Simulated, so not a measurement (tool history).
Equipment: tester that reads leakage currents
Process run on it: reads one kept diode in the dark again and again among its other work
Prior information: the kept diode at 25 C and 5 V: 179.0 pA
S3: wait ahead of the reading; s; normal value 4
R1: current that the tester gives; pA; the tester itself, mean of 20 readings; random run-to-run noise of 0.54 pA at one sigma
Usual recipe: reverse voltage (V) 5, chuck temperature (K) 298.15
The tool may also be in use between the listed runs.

{"run": 1, "hour": 0.0, "reverse voltage (V)": 5, "chuck temperature (K)": 298.15, "S3": 4, "R1": 186.19}
{"run": 2, "hour": 58.0, "reverse voltage (V)": 5, "chuck temperature (K)": 298.15, "S3": 4, "R1": 185.47}
{"run": 3, "hour": 102.4, "reverse voltage (V)": 5, "chuck temperature (K)": 317.15, "S3": 4, "R1": 790.08}
{"hour": 124.8, "done": "probe card cleaned and baked"}
{"run": 4, "hour": 162.8, "reverse voltage (V)": 5, "chuck temperature (K)": 303.15, "S3": 4, "R1": 265.83}
{"run": 5, "hour": 218.3, "reverse voltage (V)": 5, "chuck temperature (K)": 294.15, "S3": 4, "R1": 126.71}
{"run": 6, "hour": 259.6, "reverse voltage (V)": 5, "chuck temperature (K)": 294.15, "S3": 4, "R1": 125.6}
{"run": 7, "hour": 311.5, "reverse voltage (V)": 5, "chuck temperature (K)": 294.15, "S3": 4, "R1": 125.39}
{"run": 8, "hour": 349.0, "reverse voltage (V)": 5, "chuck temperature (K)": 293.15, "S3": 4, "R1": 115.8}

The next listed run, before its measurement:
{"run": 9, "hour": 378.4, "reverse voltage (V)": 5, "chuck temperature (K)": 298.15, "S3": 4, "R1": "?"}

{"run 9": {"R1": 176.89}}
The same run, on a tool lacking any hidden state, would have yielded R1 180.20 pA.
